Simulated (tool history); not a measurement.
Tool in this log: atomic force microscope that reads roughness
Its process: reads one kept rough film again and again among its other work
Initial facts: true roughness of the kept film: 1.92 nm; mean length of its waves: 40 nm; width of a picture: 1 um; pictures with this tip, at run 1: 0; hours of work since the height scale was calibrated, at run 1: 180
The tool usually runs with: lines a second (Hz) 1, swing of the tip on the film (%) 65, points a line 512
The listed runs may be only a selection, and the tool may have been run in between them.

run	day	lines a second (Hz)	swing of the tip on the film (%)	points a line	pictures with this tip	hours of work since the height scale was calibrated	roughness of the kept film (nm (root mean square))
1	0	1	65	512	0	180	1.83
2	1.358	1	65	512	89	206	1.805
3	3.771	1	65	512	247	252	1.764
# day 4.688: new tip fitted
4	5.342	1	65	512	43	282	1.831
5	7.217	1	65	512	165	318	1.788
6	8.933	1	65	512	278	351	1.752
# day 9.221: new tip fitted
7	10.612	1	65	512	91	382	1.803
8	13.383	1	65	512	272	435	1.765
# day 13.804: new tip fitted
9	15.717	1	65	512	125	480	1.799
10	17.3	1	73	512	228	510	1.737
# day 18.262: new tip fitted
11	19.538	1	73	512	83	552	1.79
12	21.171	1	65	512	190	583	1.773
# day 22.954: new tip fitted
13	23.583	1.74	65	512	41	629	1.803
14	26.604	1	65	512	238	687	1.761
# day 27.571: new tip fitted
15	29.662	1	65	512	137	745	1.78
# day 32.212: new tip fitted
16	32.721	1	65	512	33	803	1.82
17	34.104	1	65	279	123	830	1.773
18	35.712	1	65	279	228	861	1.731
# day 36.829: new tip fitted
19	37.842	1	70	512	66	901	1.801
20	40.229	1	70	512	222	947	1.757
# day 41.454: new tip fitted
21	41.525	1	70	512	4	971	1.803
22	43.983	1	70	512	165	1018	1.757
23	45.575	1	70	512	269	1049	1.718
# day 45.917: new tip fitted
24	48.121	1	70	512	144	1097	1.76
25	49.921	1	65	346	261	1131	1.752
# day 50.583: new tip fitted
26	52.05	1	61	346	96	1172	1.793
27	53.704	1	61	346	204	1203	1.77
# day 55.221: new tip fitted
28	55.721	1	61	346	32	1241	1.819
29	58.471	0.6	62	290	212	1294	1.77
# day 59.871: new tip fitted
30	61.267	1	89	512	91	1347	1.714
# day 64.383: new tip fitted
31	64.383	1	89	512	0	1407	1.738
32	65.667	0.81	88	804	84	1431	1.73
33	68.333	0.81	88	804	258	1482	1.701
# day 69: new tip fitted
34	69.996	3.68	73	712	65	1513	1.647
35	72.304	3.68	73	712	216	1558	1.604
# day 73.671: new tip fitted
36	74.646	0.89	65	367	64	1602	1.775
37	77.538	3.81	65	655	253	1657	1.648
# day 78.167: new tip fitted
38	80.483	2.21	76	575	151	1713	1.668
# day 82.679: new tip fitted
39	82.679	2.21	76	575	0	1755	1.713
40	84.012	2.21	76	575	87	1781	1.676
41	86.496	0.78	60	512	249	1828	1.747
# day 87.196: new tip fitted
42	87.812	0.78	62	512	41	1853	1.807
43	90.138	2.16	62	535	193	1897	1.73
# day 91.704: new tip fitted
44	92.458	0.82	79	689	50	1941	1.765
45	94.175	0.82	79	689	162	1974	1.732
46	95.775	1.51	85	261	267	2005	1.614
# day 96.204: new tip fitted
47	97.592	1.03	80	261	91	2039	1.719
48	99.75	3.62	86	560	232	2080	1.481
# day 100.912: new tip fitted
49	102.075	3.62	86	560	76	2125	1.507

Run by run, hidden condition taken away, random variation retained:
The tool's hidden condition here consists of: radius of the tip, nm; height scale over the true one, %; drift of the gauge itself on roughness_nm, %.
run	roughness of the kept film (nm (root mean square))
1	1.832
2	1.832
3	1.831
4	1.847
5	1.837
6	1.835
7	1.834
8	1.846
9	1.842
10	1.808
11	1.824
12	1.838
13	1.825
14	1.843
15	1.835
16	1.844
17	1.822
18	1.808
19	1.836
20	1.833
21	1.824
22	1.825
23	1.813
24	1.817
25	1.838
26	1.841
27	1.848
28	1.852
29	1.852
30	1.763
31	1.763
32	1.776
33	1.792
34	1.69
35	1.687
36	1.828
37	1.746
38	1.734
39	1.743
40	1.729
41	1.848
42	1.853
43	1.817
44	1.814
45	1.81
46	1.712
47	1.781
48	1.566
49	1.559
